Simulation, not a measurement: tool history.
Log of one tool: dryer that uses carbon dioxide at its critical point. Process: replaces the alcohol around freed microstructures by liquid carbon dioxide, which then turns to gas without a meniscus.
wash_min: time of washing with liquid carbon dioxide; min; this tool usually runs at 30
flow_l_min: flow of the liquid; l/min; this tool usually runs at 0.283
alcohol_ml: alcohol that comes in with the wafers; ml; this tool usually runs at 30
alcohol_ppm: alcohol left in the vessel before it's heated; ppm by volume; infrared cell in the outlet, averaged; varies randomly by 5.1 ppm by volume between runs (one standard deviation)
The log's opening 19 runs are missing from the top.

run	hour	wash_min	flow_l_min	alcohol_ml	alcohol_ppm
20	145.4	30	0.249	30	195
21	155.7	30	0.249	30	194
22	163.6	30	0.249	30	197
23	173.1	30	0.249	30	198
24	179.0	30	0.283	102	308
25	187.8	32	0.443	36	27
26	197.8	24	0.221	36	987
27	207.9	24	0.233	36	822
28	213.4	32	0.432	30	33
29	219.7	32	0.432	30	36
30	228.8	41	0.234	34	82
31	236.6	30	0.283	33	135
32	243.8	30	0.225	44	502
33	249.1	26	0.266	119	1142
34	255.8	31	0.313	115	193
# hour 259.3: inlet filter changed
35	262.2	22	0.194	32	1475
36	268.8	28	0.194	37	750
37	275.0	26	0.223	30	468
38	280.7	26	0.223	30	468

Run 39 comes next. What will it give?
39	287.1	26	0.223	30	?

Run 39 gave alcohol_ppm 478 ppm by volume.
With no hidden state in the tool, this same run would have given alcohol_ppm 425 ppm by volume.
